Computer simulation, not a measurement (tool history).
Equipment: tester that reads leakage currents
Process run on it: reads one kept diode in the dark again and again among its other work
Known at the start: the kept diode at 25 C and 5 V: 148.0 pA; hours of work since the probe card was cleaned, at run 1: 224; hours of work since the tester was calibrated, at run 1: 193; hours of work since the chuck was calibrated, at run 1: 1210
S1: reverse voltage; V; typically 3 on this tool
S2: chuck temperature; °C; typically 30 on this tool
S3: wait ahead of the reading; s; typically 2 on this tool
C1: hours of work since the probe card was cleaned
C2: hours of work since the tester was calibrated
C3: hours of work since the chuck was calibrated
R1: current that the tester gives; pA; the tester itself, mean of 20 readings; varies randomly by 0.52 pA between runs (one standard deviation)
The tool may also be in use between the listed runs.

| run | hour | S1 | S2 | S3 | C1 | C2 | C3 | R1 |
|---|---|---|---|---|---|---|---|---|
| 1 | 0 | 3 | 30 | 2 | 224 | 193 | 1210 | 179.81 |
| 2 | 29.6 | 3 | 30 | 0.92 | 243 | 213 | 1229 | 182.18 |
| 3 | 59.2 | 3 | 23 | 0.92 | 263 | 232 | 1248 | 111.07 |
| 4 | 77.9 | 3 | 30 | 2 | 275 | 244 | 1260 | 182.15 |
| 5 | 99.6 | 3 | 30 | 2 | 289 | 258 | 1275 | 181.7 |
| 6 | 125.4 | 3 | 30 | 2 | 306 | 275 | 1292 | 181.81 |
| 7 | 150.1 | 3 | 30 | 2 | 322 | 291 | 1308 | 181.33 |
| 8 | 180.2 | 3 | 30 | 2 | 342 | 311 | 1327 | 180.5 |
| 9 | 195.1 | 3 | 30 | 2 | 351 | 321 | 1337 | 181.44 |
| 10 | 228.5 | 3.2 | 30 | 2 | 373 | 342 | 1359 | 186.34 |
| 11 | 259.8 | 2.52 | 30 | 2 | 394 | 363 | 1379 | 169.62 |
| 12 | 290.1 | 3 | 30 | 2 | 413 | 383 | 1399 | 183.48 |
| 13 | 311.9 | 3 | 30 | 2 | 428 | 397 | 1413 | 182.3 |
| 14 | 332.9 | 4.93 | 30 | 2 | 441 | 411 | 1427 | 222.25 |
| 15 | 353.9 | 4.93 | 30 | 2 | 455 | 424 | 1441 | 222.97 |
| 16 | 378.3 | 4.93 | 30 | 2 | 471 | 440 | 1457 | 222.56 |
| 17 | 397.3 | 4.93 | 30 | 2 | 483 | 453 | 1469 | 223.62 |
| 18 | 412.5 | 4.93 | 30 | 2 | 493 | 463 | 1479 | 223.59 |
| 19 | 431.3 | 3 | 30 | 0.32 | 506 | 475 | 1491 | 183.67 |
| 20 | 456.9 | 3 | 30 | 0.32 | 522 | 492 | 1508 | 185.37 |
| 21 | 480.7 | 3 | 30 | 0.32 | 538 | 507 | 1524 | 185.48 |
| 22 | 512.7 | 4.42 | 60 | 0.47 | 559 | 528 | 1544 | 1442.91 |
| 23 | 527 | 1.49 | 29 | 0.92 | 568 | 537 | 1554 | 128.95 |
| 24 | 559.6 | 6.56 | 59 | 0.73 | 589 | 559 | 1575 | 1591.52 |
| 25 | 591.2 | 6.56 | 59 | 0.73 | 610 | 579 | 1596 | 1595.59 |
| 26 | 609.4 | 6.56 | 59 | 0.73 | 622 | 591 | 1608 | 1583.76 |
| 27 | 625.9 | 8.06 | 21 | 2.05 | 633 | 602 | 1618 | 144.52 |
| 28 | 659.9 | 1.94 | 50 | 0.45 | 655 | 624 | 1641 | 570.45 |
| 29 | 680.6 | 1.94 | 50 | 0.45 | 668 | 638 | 1654 | 569.05 |
| 30 | 697.3 | 1.94 | 50 | 0.45 | 679 | 649 | 1665 | 569.66 |
| 31 | 713 | 1.94 | 50 | 0.45 | 690 | 659 | 1675 | 571.31 |
| 32 | 740.8 | 2.52 | 57 | 2 | 708 | 677 | 1693 | 965.49 |
| 33 | 755.3 | 1.86 | 33 | 1.21 | 717 | 686 | 1703 | 185.93 |
| 34 | 788.3 | 6.08 | 33 | 1.4 | 739 | 708 | 1724 | 301.07 |
| 35 | 812 | 6.08 | 33 | 1.4 | 754 | 723 | 1740 | 300.98 |

Run 36 comes next. What will it give?
| 36 | 845.2 | 3 | 33 | 2 | 776 | 745 | 1761 | ? |

R1: 225.43 pA
With the hidden condition absent and the run-to-run variation left alone, this run would have shown R1 212.07 pA.

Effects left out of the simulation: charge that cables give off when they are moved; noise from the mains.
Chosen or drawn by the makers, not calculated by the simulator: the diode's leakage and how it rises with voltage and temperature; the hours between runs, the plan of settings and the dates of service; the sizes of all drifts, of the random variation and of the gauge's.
